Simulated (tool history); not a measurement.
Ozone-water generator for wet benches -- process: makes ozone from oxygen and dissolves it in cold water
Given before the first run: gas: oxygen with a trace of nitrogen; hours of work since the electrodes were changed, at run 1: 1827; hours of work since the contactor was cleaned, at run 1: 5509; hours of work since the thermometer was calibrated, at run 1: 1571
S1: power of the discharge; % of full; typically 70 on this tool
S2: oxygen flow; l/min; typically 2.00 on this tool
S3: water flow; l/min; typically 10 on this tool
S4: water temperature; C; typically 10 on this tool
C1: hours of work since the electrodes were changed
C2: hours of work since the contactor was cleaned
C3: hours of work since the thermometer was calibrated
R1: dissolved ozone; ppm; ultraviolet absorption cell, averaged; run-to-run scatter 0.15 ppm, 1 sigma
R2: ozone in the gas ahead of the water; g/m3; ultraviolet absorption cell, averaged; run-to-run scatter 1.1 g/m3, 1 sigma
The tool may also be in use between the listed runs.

run 1 day=0.000 | S1=70 S2=2.00 S3=10 S4=10 | C1=1827 C2=5509 C3=1571 | R1=19.4 R2=203.4
run 2 day=1.317 | S1=70 S2=2.00 S3=10 S4=10 | C1=1857 C2=5539 C3=1601 | R1=19.6 R2=203.7
run 3 day=2.829 | S1=70 S2=1.80 S3=10 S4=10 | C1=1891 C2=5574 C3=1635 | R1=19.3 R2=213.4
run 4 day=4.842 | S1=70 S2=1.80 S3=10 S4=10 | C1=1937 C2=5619 C3=1681 | R1=18.9 R2=215.1
run 5 day=6.279 | S1=70 S2=3.47 S3=10 S4=10 | C1=1970 C2=5652 C3=1714 | R1=20.9 R2=156.0
run 6 day=7.212 | S1=70 S2=2.00 S3=10 S4=10 | C1=1991 C2=5673 C3=1735 | R1=19.5 R2=202.8
run 7 day=8.508 | S1=70 S2=2.00 S3=10 S4=10 | C1=2021 C2=5703 C3=1764 | R1=19.7 R2=204.2
run 8 day=10.479 | S1=70 S2=2.00 S3=8 S4=10 | C1=2065 C2=5747 C3=1809 | R1=23.8 R2=204.1
run 9 day=11.708 | S1=70 S2=2.00 S3=8 S4=10 | C1=2093 C2=5775 C3=1837 | R1=23.6 R2=204.0
run 10 day=13.150 | S1=70 S2=2.00 S3=10 S4=10 | C1=2126 C2=5808 C3=1870 | R1=19.3 R2=202.5
run 11 day=14.988 | S1=70 S2=2.00 S3=10 S4=10 | C1=2168 C2=5850 C3=1912 | R1=19.5 R2=204.8
run 12 day=17.062 | S1=70 S2=2.00 S3=7 S4=10 | C1=2215 C2=5897 C3=1959 | R1=26.7 R2=204.1
run 13 day=18.108 | S1=70 S2=2.00 S3=7 S4=10 | C1=2239 C2=5921 C3=1983 | R1=26.6 R2=202.4
run 14 day=19.642 | S1=75 S2=1.73 S3=11 S4=6 | C1=2274 C2=5956 C3=2017 | R1=19.1 R2=234.1
run 15 day=20.600 | S1=70 S2=1.59 S3=10 S4=13 | C1=2295 C2=5978 C3=2039 | R1=18.0 R2=230.1
run 16 day=22.433 | S1=64 S2=2.00 S3=10 S4=10 | C1=2337 C2=6019 C3=2081 | R1=18.0 R2=190.7
run 17 day=23.546 | S1=64 S2=2.40 S3=11 S4=8 | C1=2362 C2=6045 C3=2106 | R1=17.3 R2=175.5
-- day=23.888 contactor cleaned
run 18 day=24.667 | S1=87 S2=2.04 S3=11 S4=7 | C1=2384 C2=18 C3=2128 | R1=22.1 R2=246.7
run 19 day=26.138 | S1=45 S2=2.04 S3=11 S4=7 | C1=2418 C2=51 C3=2161 | R1=12.7 R2=141.2
run 20 day=27.121 | S1=69 S2=2.00 S3=15 S4=8 | C1=2440 C2=74 C3=2184 | R1=13.2 R2=205.8
run 21 day=29.050 | S1=70 S2=2.00 S3=15 S4=10 | C1=2484 C2=117 C3=2228 | R1=13.2 R2=204.4
run 22 day=31.200 | S1=70 S2=3.39 S3=14 S4=14 | C1=2533 C2=166 C3=2276 | R1=15.0 R2=159.2
run 23 day=32.375 | S1=68 S2=2.91 S3=15 S4=15 | C1=2559 C2=193 C3=2303 | R1=13.2 R2=167.5
run 24 day=33.442 | S1=68 S2=2.91 S3=15 S4=15 | C1=2584 C2=217 C3=2327 | R1=13.3 R2=168.7
run 25 day=35.046 | S1=68 S2=2.91 S3=15 S4=15 | C1=2620 C2=254 C3=2364 | R1=13.4 R2=166.6
run 26 day=37.150 | S1=68 S2=2.91 S3=15 S4=15 | C1=2668 C2=302 C3=2412 | R1=13.1 R2=168.9

Here are 5 independent what-if runs from the current tool condition. What would each one return?
run A day=38.679 | S1=99 S2=1.10 S3=10 S4=5 | C1=2703 C2=336 C3=2446 | R1=? R2=?
run B day=38.679 | S1=70 S2=1.52 S3=11 S4=10 | C1=2703 C2=336 C3=2446 | R1=? R2=?
run C day=38.679 | S1=70 S2=2.10 S3=15 S4=11 | C1=2703 C2=336 C3=2446 | R1=? R2=?
run D day=38.679 | S1=68 S2=2.91 S3=12 S4=15 | C1=2703 C2=336 C3=2446 | R1=? R2=?
run E day=38.679 | S1=70 S2=1.26 S3=7 S4=7 | C1=2703 C2=336 C3=2446 | R1=? R2=?

run=A R1=23.0 R2=370.4
run=B R1=16.8 R2=238.8
run=C R1=13.1 R2=202.3
run=D R1=16.0 R2=169.8
run=E R1=25.2 R2=262.2
The same runs, with their run-to-run variation unchanged, on a tool lacking any hidden condition would have given:
run=A R1=23.0 R2=361.3
run=B R1=16.8 R2=232.9
run=C R1=13.1 R2=197.3
run=D R1=16.0 R2=165.6
run=E R1=25.2 R2=255.8
